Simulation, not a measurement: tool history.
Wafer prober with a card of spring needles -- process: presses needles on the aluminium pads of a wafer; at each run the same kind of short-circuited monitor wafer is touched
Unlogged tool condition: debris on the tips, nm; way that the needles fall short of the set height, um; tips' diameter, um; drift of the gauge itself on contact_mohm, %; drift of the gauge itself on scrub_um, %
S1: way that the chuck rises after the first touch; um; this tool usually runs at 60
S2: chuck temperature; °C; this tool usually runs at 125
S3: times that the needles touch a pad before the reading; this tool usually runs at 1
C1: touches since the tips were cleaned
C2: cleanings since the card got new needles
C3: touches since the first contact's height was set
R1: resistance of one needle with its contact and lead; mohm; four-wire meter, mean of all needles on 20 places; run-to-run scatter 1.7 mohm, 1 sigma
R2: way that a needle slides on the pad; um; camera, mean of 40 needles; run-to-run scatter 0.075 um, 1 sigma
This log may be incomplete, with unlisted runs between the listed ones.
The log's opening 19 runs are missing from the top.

{"run": 20, "day": 7.008, "S1": 52, "S2": 47, "S3": 1, "C1": 2609, "C2": 15, "C3": 46713, "R1": 174, "R2": 7.65}
{"day": 7.067, "done": "tips cleaned on abrasive film"}
{"run": 21, "day": 7.425, "S1": 60, "S2": 79, "S3": 1, "C1": 1945, "C2": 16, "C3": 48948, "R1": 171, "R2": 8.78}
{"day": 7.6, "done": "tips cleaned on abrasive film"}
{"run": 22, "day": 7.804, "S1": 60, "S2": 79, "S3": 1, "C1": 1113, "C2": 17, "C3": 50971, "R1": 166, "R2": 8.76}
{"run": 23, "day": 8.017, "S1": 60, "S2": 79, "S3": 1, "C1": 2260, "C2": 17, "C3": 52118, "R1": 171, "R2": 8.84}
{"day": 8.125, "done": "tips cleaned on abrasive film"}
{"run": 24, "day": 8.342, "S1": 67, "S2": 118, "S3": 1, "C1": 1161, "C2": 18, "C3": 53843, "R1": 170, "R2": 9.83}
{"day": 8.683, "done": "tips cleaned on abrasive film"}
{"run": 25, "day": 8.862, "S1": 54, "S2": 125, "S3": 3, "C1": 961, "C2": 19, "C3": 56626, "R1": 174, "R2": 7.88}
{"run": 26, "day": 9.088, "S1": 71, "S2": 115, "S3": 2, "C1": 2176, "C2": 19, "C3": 57841, "R1": 165, "R2": 10.55}
{"day": 9.225, "done": "tips cleaned on abrasive film"}
{"run": 27, "day": 9.383, "S1": 71, "S2": 115, "S3": 2, "C1": 854, "C2": 20, "C3": 59401, "R1": 168, "R2": 10.44}
{"run": 28, "day": 9.671, "S1": 71, "S2": 115, "S3": 2, "C1": 2399, "C2": 20, "C3": 60946, "R1": 165, "R2": 10.48}
{"day": 9.792, "done": "tips cleaned on abrasive film"}
{"run": 29, "day": 10.183, "S1": 43, "S2": 125, "S3": 1, "C1": 2117, "C2": 21, "C3": 63693, "R1": 198, "R2": 6.14}
{"day": 10.321, "done": "tips cleaned on abrasive film"}
{"run": 30, "day": 10.658, "S1": 60, "S2": 28, "S3": 2, "C1": 1816, "C2": 22, "C3": 66221, "R1": 157, "R2": 8.7}
{"day": 10.846, "done": "tips cleaned on abrasive film"}
{"run": 31, "day": 11.042, "S1": 58, "S2": 28, "S3": 3, "C1": 1063, "C2": 23, "C3": 68274, "R1": 153, "R2": 8.44}
{"day": 11.388, "done": "tips cleaned on abrasive film"}
{"run": 32, "day": 11.458, "S1": 60, "S2": 125, "S3": 2, "C1": 389, "C2": 24, "C3": 70500, "R1": 169, "R2": 8.75}
{"run": 33, "day": 11.783, "S1": 59, "S2": 63, "S3": 3, "C1": 2143, "C2": 24, "C3": 72254, "R1": 160, "R2": 8.69}

Branching from run 33: 5 alternative next runs. What would each branch give?
{"day": 11.917, "done": "tips cleaned on abrasive film"}
{"run": "A", "day": 12.283, "S1": 68, "S2": 56, "S3": 2, "C1": 1969, "C2": 25, "C3": 74922, "R1": "?", "R2": "?"}
{"day": 11.917, "done": "tips cleaned on abrasive film"}
{"run": "B", "day": 12.283, "S1": 60, "S2": 125, "S3": 3, "C1": 1969, "C2": 25, "C3": 74922, "R1": "?", "R2": "?"}
{"day": 11.917, "done": "tips cleaned on abrasive film"}
{"run": "C", "day": 12.283, "S1": 60, "S2": 125, "S3": 1, "C1": 1969, "C2": 25, "C3": 74922, "R1": "?", "R2": "?"}
{"day": 11.917, "done": "tips cleaned on abrasive film"}
{"run": "D", "day": 12.283, "S1": 70, "S2": 125, "S3": 1, "C1": 1969, "C2": 25, "C3": 74922, "R1": "?", "R2": "?"}
{"day": 11.917, "done": "tips cleaned on abrasive film"}
{"run": "E", "day": 12.283, "S1": 56, "S2": 111, "S3": 3, "C1": 1969, "C2": 25, "C3": 74922, "R1": "?", "R2": "?"}

run=A R1=157 R2=9.96
run=B R1=172 R2=8.62
run=C R1=172 R2=8.67
run=D R1=173 R2=10.32
run=E R1=171 R2=8.29
With no hidden state in the tool, these same runs would have given:
run=A R1=150 R2=10.34
run=B R1=167 R2=8.99
run=C R1=161 R2=9.05
run=D R1=164 R2=10.69
run=E R1=165 R2=8.67
